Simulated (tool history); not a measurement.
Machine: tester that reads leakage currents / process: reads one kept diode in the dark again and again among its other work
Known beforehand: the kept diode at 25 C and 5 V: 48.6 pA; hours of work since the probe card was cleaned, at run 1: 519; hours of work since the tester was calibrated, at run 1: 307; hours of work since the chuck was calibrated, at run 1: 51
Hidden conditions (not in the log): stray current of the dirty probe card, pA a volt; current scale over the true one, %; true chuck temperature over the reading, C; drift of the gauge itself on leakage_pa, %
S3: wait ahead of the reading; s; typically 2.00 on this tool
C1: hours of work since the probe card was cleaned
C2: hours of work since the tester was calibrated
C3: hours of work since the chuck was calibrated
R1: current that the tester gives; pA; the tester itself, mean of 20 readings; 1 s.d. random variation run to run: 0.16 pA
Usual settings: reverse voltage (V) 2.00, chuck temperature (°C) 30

Run 1, hour 0.0: usual settings; C1 519; C2 307; C3 51. Result: R1 53.30 pA.
Run 2, hour 24.9: usual settings but S3 0.62 s; C1 538; C2 327; C3 70. Result: R1 53.61 pA.
Run 3, hour 46.1: usual settings but S3 0.62 s; C1 555; C2 343; C3 87. Result: R1 53.95 pA.
Run 4, hour 63.5: usual settings but S3 0.62 s; C1 569; C2 357; C3 100. Result: R1 53.69 pA.
Run 5, hour 88.1: usual settings; C1 588; C2 376; C3 120. Result: R1 53.29 pA.
Run 6, hour 110.8: usual settings but reverse voltage (V) 4.42; C1 606; C2 394; C3 138. Result: R1 75.33 pA.
Run 7, hour 136.7: usual settings but reverse voltage (V) 4.42; C1 626; C2 414; C3 158. Result: R1 74.94 pA.
Run 8, hour 155.7: usual settings but reverse voltage (V) 4.42; C1 641; C2 429; C3 173. Result: R1 74.85 pA.
Run 9, hour 180.1: usual settings but reverse voltage (V) 4.42; C1 660; C2 448; C3 192. Result: R1 75.37 pA.
Run 10, hour 210.0: usual settings but reverse voltage (V) 4.42; C1 684; C2 472; C3 215. Result: R1 74.76 pA.
Run 11, hour 236.6: usual settings but S3 0.37 s; C1 704; C2 493; C3 236. Result: R1 53.61 pA.
Run 12, hour 264.0: usual settings but S3 0.37 s; C1 726; C2 514; C3 258. Result: R1 53.23 pA.
Run 13, hour 276.3: usual settings but S3 0.37 s; C1 736; C2 524; C3 267. Result: R1 53.57 pA.
Run 14, hour 291.1: usual settings but S3 0.37 s; C1 747; C2 535; C3 279. Result: R1 53.55 pA.
Run 15, hour 305.9: usual settings but S3 0.37 s; C1 759; C2 547; C3 291. Result: R1 53.22 pA.
Run 16, hour 322.6: usual settings but S3 0.37 s; C1 772; C2 560; C3 304. Result: R1 53.03 pA.
Run 17, hour 345.4: usual settings but S3 0.37 s; C1 790; C2 578; C3 322. Result: R1 53.38 pA.
Run 18, hour 363.7: usual settings but S3 0.37 s; C1 804; C2 592; C3 336. Result: R1 53.34 pA.
Run 19, hour 384.3: usual settings but S3 0.37 s; C1 820; C2 608; C3 352. Result: R1 53.30 pA.
Run 20, hour 404.0: usual settings but S3 0.37 s; C1 836; C2 624; C3 368. Result: R1 53.00 pA.
Run 21, hour 431.0: usual settings but S3 0.37 s; C1 857; C2 645; C3 389. Result: R1 52.87 pA.
Run 22, hour 451.9: usual settings but chuck temperature (°C) 27; C1 873; C2 662; C3 405. Result: R1 41.31 pA.
Run 23, hour 467.4: usual settings but reverse voltage (V) 7.81, chuck temperature (°C) 28; C1 886; C2 674; C3 417. Result: R1 85.89 pA.
Run 24, hour 481.2: usual settings but reverse voltage (V) 2.74, chuck temperature (°C) 36; C1 896; C2 685; C3 428. Result: R1 92.56 pA.
Run 25, hour 500.1: usual settings but reverse voltage (V) 13.91, chuck temperature (°C) 27, S3 1.27 s; C1 911; C2 699; C3 443. Result: R1 110.99 pA.
Run 26, hour 516.0: usual settings but reverse voltage (V) 16.94, chuck temperature (°C) 57, S3 1.27 s; C1 924; C2 712; C3 455. Result: R1 875.08 pA.
Run 27, hour 536.9: usual settings but reverse voltage (V) 10.98, chuck temperature (°C) 25, S3 0.69 s; C1 940; C2 728; C3 472. Result: R1 87.95 pA.
Run 28, hour 557.7: usual settings but chuck temperature (°C) 33, S3 1.02 s; C1 956; C2 745; C3 488. Result: R1 64.47 pA.
Run 29, hour 575.7: usual settings but reverse voltage (V) 2.17, chuck temperature (°C) 27, S3 1.02 s; C1 970; C2 759; C3 502. Result: R1 43.07 pA.
Run 30, hour 590.7: usual settings but chuck temperature (°C) 31, S3 1.56 s; C1 982; C2 770; C3 514. Result: R1 54.99 pA.
Run 31, hour 606.9: usual settings but reverse voltage (V) 2.83, chuck temperature (°C) 42, S3 7.97 s; C1 995; C2 783; C3 527. Result: R1 142.68 pA.
Run 32, hour 623.7: usual settings but reverse voltage (V) 2.83, chuck temperature (°C) 42, S3 7.97 s; C1 1008; C2 796; C3 540. Result: R1 142.98 pA.
Run 33, hour 650.9: usual settings but reverse voltage (V) 2.92, chuck temperature (°C) 35, S3 0.63 s; C1 1029; C2 818; C3 561. Result: R1 87.96 pA.
Run 34, hour 668.4: usual settings but reverse voltage (V) 4.76, chuck temperature (°C) 24, S3 0.51 s; C1 1043; C2 831; C3 575. Result: R1 53.17 pA.
Run 35, hour 680.7: usual settings but reverse voltage (V) 4.76, chuck temperature (°C) 24, S3 0.51 s; C1 1053; C2 841; C3 585. Result: R1 52.88 pA.
Run 36, hour 704.0: usual settings but reverse voltage (V) 4.76, chuck temperature (°C) 33, S3 0.51 s; C1 1071; C2 859; C3 603. Result: R1 96.20 pA.
Run 37, hour 732.7: usual settings but reverse voltage (V) 4.76, chuck temperature (°C) 33, S3 0.51 s; C1 1094; C2 882; C3 625. Result: R1 95.58 pA.
Run 38, hour 747.8: usual settings but reverse voltage (V) 4.76, chuck temperature (°C) 26, S3 1.54 s; C1 1105; C2 894; C3 637. Result: R1 58.60 pA.
Run 39, hour 762.0: usual settings but reverse voltage (V) 4.76, chuck temperature (°C) 26, S3 1.54 s; C1 1117; C2 905; C3 648. Result: R1 58.53 pA.
Run 40, hour 785.4: usual settings but reverse voltage (V) 2.64, chuck temperature (°C) 26, S3 1.54 s; C1 1135; C2 923; C3 667. Result: R1 43.61 pA.
Run 41, hour 804.8: usual settings but reverse voltage (V) 2.64, chuck temperature (°C) 26, S3 0.50 s; C1 1150; C2 938; C3 682. Result: R1 44.29 pA.

Forecast each of these 3 alternatives for the next run:
Run A, hour 819.3: usual settings but reverse voltage (V) 2.64, chuck temperature (°C) 26, S3 0.76 s; C1 1162; C2 950; C3 693. Result: R1 ?.
Run B, hour 819.3: usual settings but reverse voltage (V) 6.48, chuck temperature (°C) 42, S3 0.37 s; C1 1162; C2 950; C3 693. Result: R1 ?.
Run C, hour 819.3: usual settings but S3 6.79 s; C1 1162; C2 950; C3 693. Result: R1 ?.

run      R1
  A   43.78
  B  206.55
  C   50.32
The same runs, with their run-to-run variation unchanged, on a tool lacking any hidden condition would have given:
run      R1
  A   42.06
  B  213.70
  C   51.43
